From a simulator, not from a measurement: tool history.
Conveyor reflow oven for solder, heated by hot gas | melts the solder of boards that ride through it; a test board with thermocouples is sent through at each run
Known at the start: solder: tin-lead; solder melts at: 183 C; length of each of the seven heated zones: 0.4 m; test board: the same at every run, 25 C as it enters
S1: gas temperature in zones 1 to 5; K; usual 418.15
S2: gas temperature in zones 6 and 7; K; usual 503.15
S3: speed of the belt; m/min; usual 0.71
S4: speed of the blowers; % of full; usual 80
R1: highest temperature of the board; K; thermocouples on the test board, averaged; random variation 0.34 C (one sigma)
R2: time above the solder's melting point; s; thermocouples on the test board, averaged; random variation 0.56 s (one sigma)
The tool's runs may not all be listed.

run   hour      S1      S2     S3  S4      R1    R2
  1      0  418.15  503.15   0.71  80  493.45    57
  2   25.1  418.15  503.15   0.71  80  493.15  57.9
  3   74.1  418.15  503.15   0.71  80  493.45  56.4
  4  109.1  418.15  503.15   0.71  80  493.15  57.5
  5  161.1  418.15  503.15   0.71  80  492.75  56.8
  6  197.7  418.15  503.15   0.71  80  493.05  56.5
  7  228.4  418.15  506.15   0.71  80  495.45  59.3
     251.4  -- flux residue cleaned out of gas plates and filters
  8  273.9  418.15  506.15   0.71  80  496.45  59.1
  9  300.4  418.15  491.15   0.71  80  482.65  51.5
 10  346.5  418.15  503.15   0.71  80  493.65  56.9
 11  398.9  418.15  503.15   0.71  57  490.45  54.3
 12  422.4  418.15  503.15   0.71  57  490.65  54.8
 13  447.8  418.15  503.15   0.71  80  493.45  58.1
 14  473.1  418.15  492.15  0.779  80  481.35  45.1
     502.9  -- flux residue cleaned out of gas plates and filters
 15  520.8  418.15  507.15  0.786  80  494.65  50.8
 16  556.3  418.15  495.15  0.681  68  486.55  56.2
     580.8  -- belt drive overhauled, speed set with a stopwatch
 17  589.4  418.15  495.15  0.681  68  484.45  52.5
 18  619.3  418.15  495.15  0.681  68  485.45  52.4
 19  647.5  406.15  499.15  0.732  68  485.15  43.4
     681.3  -- thermocouples of zones 6 and 7 changed
 20  688.1  406.15  499.15  0.732  68  482.95  43.6
 21  731.5  414.15  503.15   0.71  80  490.35  51.4
     759.4  -- flux residue cleaned out of gas plates and filters
 22  770.2  414.15  515.15  0.723  80  501.15  56.6
 23  803.6  414.15  517.15  0.792  80  500.55  51.1
 24  860.8  418.15  493.15   0.71  71  481.95  48.2
 25  894.1  413.15  503.15   0.71  70  489.65  51.2

Forecast each of these 5 alternatives for the next run:
  A  920.3  405.15  503.15  0.651  63   ?   ?
  B  920.3  404.15  494.15   0.71  51   ?   ?
  C  920.3  413.15  503.15  0.781  70   ?   ?
  D  920.3  433.15  494.15   0.71  73   ?   ?
  E  920.3  419.15  497.15   0.71  64   ?   ?

run      R1    R2
  A  490.25  53.5
  B  476.45  38.1
  C  487.35  45.1
  D  485.45  57.1
  E  484.35  50.2
Without the tool's hidden state the same runs would have given:
run      R1    R2
  A  490.15  53.4
  B  476.45  38.1
  C  487.35  45.1
  D  485.25  56.9
  E  484.25  50.1
